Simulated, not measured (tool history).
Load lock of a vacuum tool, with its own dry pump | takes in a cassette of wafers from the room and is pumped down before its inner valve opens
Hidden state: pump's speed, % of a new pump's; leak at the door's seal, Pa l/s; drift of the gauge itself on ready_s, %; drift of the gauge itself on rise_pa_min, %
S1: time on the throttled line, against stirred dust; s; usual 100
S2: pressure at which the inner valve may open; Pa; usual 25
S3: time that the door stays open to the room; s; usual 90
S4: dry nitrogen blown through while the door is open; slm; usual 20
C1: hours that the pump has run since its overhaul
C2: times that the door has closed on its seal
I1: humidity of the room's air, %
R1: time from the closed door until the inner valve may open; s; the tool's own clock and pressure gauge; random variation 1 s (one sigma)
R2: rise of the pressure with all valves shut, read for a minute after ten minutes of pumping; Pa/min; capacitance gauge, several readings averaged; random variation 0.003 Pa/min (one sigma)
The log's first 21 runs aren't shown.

{"run": 22, "hour": 1775.8, "S1": 50, "S2": 25, "S3": 90, "S4": 5, "C1": 4733, "C2": 26907, "I1": 47.9, "R1": 122.4, "R2": 0.339}
{"run": 23, "hour": 1877.3, "S1": 50, "S2": 25, "S3": 90, "S4": 5, "C1": 4834, "C2": 27148, "I1": 45.7, "R1": 123.6, "R2": 0.337}
{"run": 24, "hour": 1971.9, "S1": 61, "S2": 22, "S3": 78, "S4": 6, "C1": 4929, "C2": 27372, "I1": 45.6, "R1": 133.2, "R2": 0.336}
{"run": 25, "hour": 2030.3, "S1": 61, "S2": 22, "S3": 78, "S4": 6, "C1": 4987, "C2": 27511, "I1": 44.3, "R1": 131.9, "R2": 0.323}
{"run": 26, "hour": 2109.9, "S1": 61, "S2": 22, "S3": 78, "S4": 6, "C1": 5067, "C2": 27700, "I1": 47.3, "R1": 132.6, "R2": 0.343}
{"run": 27, "hour": 2233.4, "S1": 108, "S2": 25, "S3": 90, "S4": 25, "C1": 5190, "C2": 27993, "I1": 45.1, "R1": 170.3, "R2": 0.329}
{"run": 28, "hour": 2311.0, "S1": 113, "S2": 38, "S3": 169, "S4": 25, "C1": 5268, "C2": 28177, "I1": 42.7, "R1": 166.8, "R2": 0.338}
{"run": 29, "hour": 2413.3, "S1": 113, "S2": 38, "S3": 169, "S4": 25, "C1": 5370, "C2": 28420, "I1": 46.5, "R1": 167.3, "R2": 0.353}
{"run": 30, "hour": 2521.6, "S1": 179, "S2": 25, "S3": 104, "S4": 6, "C1": 5478, "C2": 28677, "I1": 41.8, "R1": 222.8, "R2": 0.355}
{"run": 31, "hour": 2645.3, "S1": 179, "S2": 25, "S3": 104, "S4": 6, "C1": 5602, "C2": 28971, "I1": 43.7, "R1": 223.6, "R2": 0.371}
{"run": 32, "hour": 2731.0, "S1": 100, "S2": 44, "S3": 104, "S4": 20, "C1": 5688, "C2": 29174, "I1": 44.3, "R1": 156.1, "R2": 0.352}
{"run": 33, "hour": 2832.3, "S1": 100, "S2": 32, "S3": 195, "S4": 5, "C1": 5789, "C2": 29415, "I1": 45.6, "R1": 159.9, "R2": 0.404}
{"run": 34, "hour": 2936.7, "S1": 100, "S2": 32, "S3": 195, "S4": 5, "C1": 5894, "C2": 29663, "I1": 43.7, "R1": 157.7, "R2": 0.407}
{"run": 35, "hour": 3005.2, "S1": 100, "S2": 25, "S3": 90, "S4": 4, "C1": 5962, "C2": 29825, "I1": 46.2, "R1": 163.7, "R2": 0.386}
{"run": 36, "hour": 3111.4, "S1": 111, "S2": 22, "S3": 117, "S4": 5, "C1": 6068, "C2": 30077, "I1": 46.1, "R1": 170, "R2": 0.395}

5 ways to go on from here, each from the tool as it stands after run 36. What would each give?
{"run": "A", "hour": 3226.4, "S1": 197, "S2": 49, "S3": 103, "S4": 5, "C1": 6183, "C2": 30350, "I1": 44.4, "R1": "?", "R2": "?"}
{"run": "B", "hour": 3226.4, "S1": 100, "S2": 25, "S3": 90, "S4": 13, "C1": 6183, "C2": 30350, "I1": 45.7, "R1": "?", "R2": "?"}
{"run": "C", "hour": 3226.4, "S1": 152, "S2": 19, "S3": 75, "S4": 20, "C1": 6183, "C2": 30350, "I1": 43.5, "R1": "?", "R2": "?"}
{"run": "D", "hour": 3226.4, "S1": 72, "S2": 25, "S3": 38, "S4": 20, "C1": 6183, "C2": 30350, "I1": 46.2, "R1": "?", "R2": "?"}
{"run": "E", "hour": 3226.4, "S1": 100, "S2": 35, "S3": 53, "S4": 9, "C1": 6183, "C2": 30350, "I1": 40.5, "R1": "?", "R2": "?"}

run=A R1=233.4 R2=0.395
run=B R1=164.5 R2=0.378
run=C R1=205.5 R2=0.364
run=D R1=140.3 R2=0.358
run=E R1=157.8 R2=0.37
Without the tool's hidden state the same runs would have given:
run=A R1=231.6 R2=0.064
run=B R1=161.1 R2=0.046
run=C R1=202.7 R2=0.037
run=D R1=136.6 R2=0.024
run=E R1=154.7 R2=0.037
